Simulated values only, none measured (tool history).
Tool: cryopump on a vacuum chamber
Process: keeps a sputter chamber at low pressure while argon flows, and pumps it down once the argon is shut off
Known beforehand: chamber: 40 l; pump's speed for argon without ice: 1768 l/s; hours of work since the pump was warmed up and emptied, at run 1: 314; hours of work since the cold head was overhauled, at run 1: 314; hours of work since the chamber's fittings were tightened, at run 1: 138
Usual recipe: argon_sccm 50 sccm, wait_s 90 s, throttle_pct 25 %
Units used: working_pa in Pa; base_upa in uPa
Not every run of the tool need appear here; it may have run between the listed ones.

| run | day | argon_sccm | wait_s | throttle_pct | hours of work since the pump was warmed up and emptied | hours of work since the cold head was overhauled | hours of work since the chamber's fittings were tightened | working_pa | base_upa |
|---|---|---|---|---|---|---|---|---|---|
| 1 | 0 | 50 | 90 | 25 | 314 | 314 | 138 | 0.2057 | 0.61 |
| 2 | 0.446 | 50 | 90 | 25 | 319 | 319 | 144 | 0.2064 | 0.61 |
| 3 | 0.817 | 22 | 90 | 25 | 324 | 324 | 148 | 0.0905 | 0.65 |
| 4 | 1.438 | 50 | 90 | 16 | 332 | 332 | 156 | 0.3144 | 0.62 |
| 5 | 2.038 | 70 | 90 | 25 | 339 | 339 | 164 | 0.2883 | 0.63 |
| 6 | 2.454 | 24 | 90 | 25 | 345 | 345 | 169 | 0.0998 | 0.65 |
| 7 | 2.771 | 24 | 90 | 25 | 349 | 349 | 173 | 0.0999 | 0.68 |
| 8 | 3.329 | 24 | 90 | 25 | 356 | 356 | 180 | 0.0996 | 0.65 |
| 9 | 3.738 | 24 | 90 | 25 | 361 | 361 | 185 | 0.1002 | 0.67 |
| 10 | 4.067 | 24 | 90 | 25 | 365 | 365 | 190 | 0.0999 | 0.68 |
| 11 | 4.612 | 24 | 90 | 25 | 372 | 372 | 197 | 0.1005 | 0.68 |
| 12 | 4.996 | 24 | 90 | 25 | 377 | 377 | 201 | 0.1012 | 0.66 |
| 13 | 5.288 | 24 | 90 | 25 | 381 | 381 | 205 | 0.1012 | 0.68 |
|  | 5.879 | pump warmed up, emptied and cooled again |
| 14 | 6.004 | 75 | 25 | 25 | 2 | 387 | 212 | 0.289 | 1.19 |
| 15 | 6.567 | 54 | 90 | 17 | 9 | 394 | 219 | 0.304 | 0.56 |
| 16 | 7.158 | 54 | 90 | 17 | 16 | 402 | 226 | 0.3056 | 0.56 |
| 17 | 7.658 | 54 | 90 | 17 | 23 | 408 | 233 | 0.3034 | 0.59 |
| 18 | 8.025 | 72 | 96 | 32 | 27 | 413 | 237 | 0.2181 | 0.59 |
| 19 | 8.429 | 72 | 96 | 32 | 32 | 418 | 242 | 0.2176 | 0.54 |
| 20 | 8.929 | 34 | 96 | 28 | 39 | 425 | 249 | 0.1174 | 0.59 |
| 21 | 9.575 | 39 | 20 | 28 | 47 | 433 | 257 | 0.1351 | 1.44 |
| 22 | 10.112 | 39 | 20 | 28 | 54 | 440 | 264 | 0.1344 | 1.48 |
| 23 | 10.746 | 41 | 90 | 18 | 62 | 448 | 272 | 0.2182 | 0.64 |
| 24 | 11.096 | 41 | 90 | 18 | 66 | 452 | 276 | 0.2197 | 0.63 |
| 25 | 11.512 | 86 | 162 | 20 | 72 | 457 | 282 | 0.4151 | 0.49 |
| 26 | 11.821 | 22 | 41 | 26 | 76 | 461 | 286 | 0.0809 | 0.92 |

Each row is a separate what-if for the run after 26, all from the same tool condition, not one after another. Results?
| A | 12.517 | 64 | 160 | 30 | 84 | 470 | 295 | ? | ? |
| B | 12.517 | 22 | 41 | 22 | 84 | 470 | 295 | ? | ? |
| C | 12.517 | 52 | 90 | 25 | 84 | 470 | 295 | ? | ? |

| run | working_pa | base_upa |
|---|---|---|
| A | 0.2079 | 0.52 |
| B | 0.0975 | 0.95 |
| C | 0.2019 | 0.65 |
What these runs would have given with no unlogged condition in the tool:
| run | working_pa | base_upa |
|---|---|---|
| A | 0.2032 | 0.29 |
| B | 0.0959 | 0.73 |
| C | 0.198 | 0.43 |
